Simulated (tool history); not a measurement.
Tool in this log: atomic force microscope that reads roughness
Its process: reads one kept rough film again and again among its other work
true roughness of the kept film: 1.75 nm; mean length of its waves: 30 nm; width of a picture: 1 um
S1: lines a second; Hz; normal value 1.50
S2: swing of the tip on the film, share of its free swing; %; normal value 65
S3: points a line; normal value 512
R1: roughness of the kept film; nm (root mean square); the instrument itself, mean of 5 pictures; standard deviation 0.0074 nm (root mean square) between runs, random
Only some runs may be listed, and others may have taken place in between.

run,hour,S1,S2,S3,R1
1,0.0,1.50,65,512,1.458
2,21.6,1.50,65,512,1.429
3,45.5,1.50,58,512,1.433
4,60.8,1.50,58,512,1.419
5,89.2,1.50,58,512,1.384
6,106.0,1.50,65,512,1.343
7,122.5,1.50,65,512,1.320
8,146.4,1.50,65,512,1.309
9,174.5,1.50,65,512,1.274
10,200.1,1.50,65,956,1.260
11,219.8,1.50,65,956,1.247
# hour 228.0: new tip fitted
12,243.5,1.50,65,956,1.542
13,260.7,1.71,65,512,1.510
14,283.8,1.50,65,659,1.496
15,306.3,1.50,65,659,1.472
# hour 308.7: height scale calibrated on a step standard
16,329.6,1.50,65,659,1.451
17,350.6,1.50,65,659,1.416
18,368.0,1.50,65,659,1.398
19,388.1,1.50,65,659,1.382
20,408.4,1.50,65,659,1.370
# hour 422.2: height scale calibrated on a step standard, once more
21,424.2,1.97,60,372,1.336
22,449.4,1.97,60,372,1.298
23,472.2,1.12,79,868,1.256
24,487.6,1.22,67,796,1.290
25,499.3,0.85,72,661,1.269
# hour 517.8: new tip fitted
26,520.6,0.85,72,661,1.549
27,541.6,1.99,57,261,1.508
28,562.4,1.50,62,278,1.485
29,583.2,1.75,89,439,1.305

The next listed run, before its measurement:
30,598.2,1.75,89,439,?

Run 30 produced R1 1.292 nm (root mean square).
Without the tool's hidden state the same run would have given R1 1.385 nm (root mean square).
